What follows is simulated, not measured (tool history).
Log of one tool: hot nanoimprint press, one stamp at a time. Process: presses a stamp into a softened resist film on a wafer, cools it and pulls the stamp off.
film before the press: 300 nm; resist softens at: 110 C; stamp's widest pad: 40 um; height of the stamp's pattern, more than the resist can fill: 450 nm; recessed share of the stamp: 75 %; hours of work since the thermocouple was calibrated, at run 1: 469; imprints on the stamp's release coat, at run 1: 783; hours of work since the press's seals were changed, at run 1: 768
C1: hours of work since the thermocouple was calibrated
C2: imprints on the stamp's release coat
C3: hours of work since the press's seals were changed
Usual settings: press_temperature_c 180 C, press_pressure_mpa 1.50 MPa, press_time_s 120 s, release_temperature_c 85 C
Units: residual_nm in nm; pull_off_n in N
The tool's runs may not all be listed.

{"run": 1, "hour": 0.0, "press_temperature_c": 180, "press_pressure_mpa": 1.5, "press_time_s": 120, "release_temperature_c": 85, "C1": 469, "C2": 783, "C3": 768, "residual_nm": 120.6, "pull_off_n": 142}
{"hour": 17.9, "done": "plate thermocouple calibrated"}
{"run": 2, "hour": 58.8, "press_temperature_c": 180, "press_pressure_mpa": 1.5, "press_time_s": 120, "release_temperature_c": 85, "C1": 30, "C2": 999, "C3": 808, "residual_nm": 122.4, "pull_off_n": 147}
{"hour": 72.4, "done": "stamp cleaned and given a new release coat"}
{"run": 3, "hour": 95.2, "press_temperature_c": 180, "press_pressure_mpa": 1.5, "press_time_s": 120, "release_temperature_c": 85, "C1": 52, "C2": 89, "C3": 830, "residual_nm": 122.7, "pull_off_n": 114}
{"run": 4, "hour": 136.5, "press_temperature_c": 180, "press_pressure_mpa": 1.5, "press_time_s": 120, "release_temperature_c": 85, "C1": 81, "C2": 248, "C3": 860, "residual_nm": 122.9, "pull_off_n": 115}
{"run": 5, "hour": 184.8, "press_temperature_c": 180, "press_pressure_mpa": 1.5, "press_time_s": 120, "release_temperature_c": 85, "C1": 116, "C2": 435, "C3": 895, "residual_nm": 124.2, "pull_off_n": 130}
{"run": 6, "hour": 223.1, "press_temperature_c": 180, "press_pressure_mpa": 1.5, "press_time_s": 120, "release_temperature_c": 85, "C1": 144, "C2": 583, "C3": 923, "residual_nm": 123.9, "pull_off_n": 134}
{"run": 7, "hour": 257.5, "press_temperature_c": 180, "press_pressure_mpa": 1.5, "press_time_s": 120, "release_temperature_c": 85, "C1": 169, "C2": 716, "C3": 947, "residual_nm": 123.7, "pull_off_n": 136}
{"run": 8, "hour": 308.2, "press_temperature_c": 180, "press_pressure_mpa": 1.5, "press_time_s": 120, "release_temperature_c": 84, "C1": 205, "C2": 912, "C3": 984, "residual_nm": 124.0, "pull_off_n": 152}
{"hour": 342.2, "done": "stamp cleaned and given a new release coat"}
{"hour": 350.4, "done": "plate thermocouple calibrated, once more"}
{"run": 9, "hour": 359.3, "press_temperature_c": 180, "press_pressure_mpa": 1.5, "press_time_s": 120, "release_temperature_c": 85, "C1": 6, "C2": 55, "C3": 1015, "residual_nm": 115.3, "pull_off_n": 111}
{"run": 10, "hour": 411.5, "press_temperature_c": 180, "press_pressure_mpa": 1.5, "press_time_s": 120, "release_temperature_c": 85, "C1": 44, "C2": 257, "C3": 1052, "residual_nm": 116.7, "pull_off_n": 118}
{"run": 11, "hour": 452.9, "press_temperature_c": 180, "press_pressure_mpa": 1.5, "press_time_s": 97, "release_temperature_c": 85, "C1": 74, "C2": 416, "C3": 1082, "residual_nm": 125.7, "pull_off_n": 126}
{"hour": 510.9, "done": "press's hydraulic seals changed and the load cell set to zero"}
{"run": 12, "hour": 520.2, "press_temperature_c": 180, "press_pressure_mpa": 1.5, "press_time_s": 97, "release_temperature_c": 85, "C1": 117, "C2": 646, "C3": 7, "residual_nm": 121.2, "pull_off_n": 134}
{"run": 13, "hour": 567.2, "press_temperature_c": 180, "press_pressure_mpa": 1.5, "press_time_s": 97, "release_temperature_c": 85, "C1": 151, "C2": 827, "C3": 41, "residual_nm": 120.7, "pull_off_n": 142}
{"hour": 622.2, "done": "stamp cleaned and given a new release coat"}
{"run": 14, "hour": 637.1, "press_temperature_c": 180, "press_pressure_mpa": 1.5, "press_time_s": 155, "release_temperature_c": 85, "C1": 197, "C2": 58, "C3": 87, "residual_nm": 103.5, "pull_off_n": 109}
{"run": 15, "hour": 669.2, "press_temperature_c": 180, "press_pressure_mpa": 1.5, "press_time_s": 155, "release_temperature_c": 89, "C1": 220, "C2": 182, "C3": 110, "residual_nm": 103.5, "pull_off_n": 111}
{"run": 16, "hour": 719.8, "press_temperature_c": 188, "press_pressure_mpa": 1.06, "press_time_s": 142, "release_temperature_c": 85, "C1": 257, "C2": 377, "C3": 147, "residual_nm": 106.0, "pull_off_n": 122}
{"run": 17, "hour": 777.8, "press_temperature_c": 182, "press_pressure_mpa": 1.12, "press_time_s": 211, "release_temperature_c": 82, "C1": 299, "C2": 601, "C3": 189, "residual_nm": 104.5, "pull_off_n": 138}
{"run": 18, "hour": 807.7, "press_temperature_c": 177, "press_pressure_mpa": 1.08, "press_time_s": 69, "release_temperature_c": 83, "C1": 320, "C2": 717, "C3": 210, "residual_nm": 174.1, "pull_off_n": 144}
{"run": 19, "hour": 853.3, "press_temperature_c": 177, "press_pressure_mpa": 1.08, "press_time_s": 69, "release_temperature_c": 83, "C1": 353, "C2": 893, "C3": 243, "residual_nm": 176.6, "pull_off_n": 141}
{"hour": 891.1, "done": "stamp cleaned and given a new release coat"}
{"run": 20, "hour": 919.9, "press_temperature_c": 177, "press_pressure_mpa": 1.08, "press_time_s": 69, "release_temperature_c": 83, "C1": 397, "C2": 111, "C3": 287, "residual_nm": 177.5, "pull_off_n": 118}
{"run": 21, "hour": 969.0, "press_temperature_c": 180, "press_pressure_mpa": 1.27, "press_time_s": 185, "release_temperature_c": 90, "C1": 433, "C2": 302, "C3": 322, "residual_nm": 109.0, "pull_off_n": 113}
{"run": 22, "hour": 999.2, "press_temperature_c": 180, "press_pressure_mpa": 1.27, "press_time_s": 185, "release_temperature_c": 90, "C1": 455, "C2": 418, "C3": 344, "residual_nm": 109.7, "pull_off_n": 116}
{"hour": 1035.9, "done": "plate thermocouple calibrated"}
{"run": 23, "hour": 1065.5, "press_temperature_c": 180, "press_pressure_mpa": 1.27, "press_time_s": 185, "release_temperature_c": 90, "C1": 21, "C2": 663, "C3": 390, "residual_nm": 106.3, "pull_off_n": 121}
{"run": 24, "hour": 1109.3, "press_temperature_c": 175, "press_pressure_mpa": 1.27, "press_time_s": 81, "release_temperature_c": 81, "C1": 53, "C2": 832, "C3": 422, "residual_nm": 162.7, "pull_off_n": 149}
{"run": 25, "hour": 1145.6, "press_temperature_c": 182, "press_pressure_mpa": 1.27, "press_time_s": 65, "release_temperature_c": 76, "C1": 79, "C2": 973, "C3": 448, "residual_nm": 146.4, "pull_off_n": 167}
{"hour": 1163.1, "done": "stamp cleaned and given a new release coat"}
{"run": 26, "hour": 1187.1, "press_temperature_c": 169, "press_pressure_mpa": 1.76, "press_time_s": 67, "release_temperature_c": 71, "C1": 105, "C2": 93, "C3": 474, "residual_nm": 172.2, "pull_off_n": 136}
{"run": 27, "hour": 1240.7, "press_temperature_c": 183, "press_pressure_mpa": 1.76, "press_time_s": 67, "release_temperature_c": 71, "C1": 144, "C2": 300, "C3": 512, "residual_nm": 120.3, "pull_off_n": 143}
{"run": 28, "hour": 1281.1, "press_temperature_c": 183, "press_pressure_mpa": 1.76, "press_time_s": 67, "release_temperature_c": 71, "C1": 173, "C2": 456, "C3": 541, "residual_nm": 119.7, "pull_off_n": 151}
{"run": 29, "hour": 1345.1, "press_temperature_c": 170, "press_pressure_mpa": 1.68, "press_time_s": 120, "release_temperature_c": 85, "C1": 219, "C2": 703, "C3": 588, "residual_nm": 146.9, "pull_off_n": 134}

4 ways to go on from here, each from the tool as it stands after run 29. What would each give?
{"run": "A", "hour": 1405.7, "press_temperature_c": 185, "press_pressure_mpa": 1.68, "press_time_s": 99, "release_temperature_c": 76, "C1": 263, "C2": 938, "C3": 632, "residual_nm": "?", "pull_off_n": "?"}
{"run": "B", "hour": 1405.7, "press_temperature_c": 186, "press_pressure_mpa": 1.48, "press_time_s": 120, "release_temperature_c": 85, "C1": 263, "C2": 938, "C3": 632, "residual_nm": "?", "pull_off_n": "?"}
{"run": "C", "hour": 1405.7, "press_temperature_c": 180, "press_pressure_mpa": 1.5, "press_time_s": 120, "release_temperature_c": 89, "C1": 263, "C2": 938, "C3": 632, "residual_nm": "?", "pull_off_n": "?"}
{"run": "D", "hour": 1405.7, "press_temperature_c": 182, "press_pressure_mpa": 1.68, "press_time_s": 120, "release_temperature_c": 85, "C1": 263, "C2": 938, "C3": 632, "residual_nm": "?", "pull_off_n": "?"}

run=A residual_nm=102.3 pull_off_n=166
run=B residual_nm=100.7 pull_off_n=142
run=C residual_nm=117.2 pull_off_n=133
run=D residual_nm=104.2 pull_off_n=145
Without the tool's hidden state the same runs would have given:
run=A residual_nm=97.3 pull_off_n=126
run=B residual_nm=96.2 pull_off_n=108
run=C residual_nm=112.0 pull_off_n=101
run=D residual_nm=99.1 pull_off_n=110
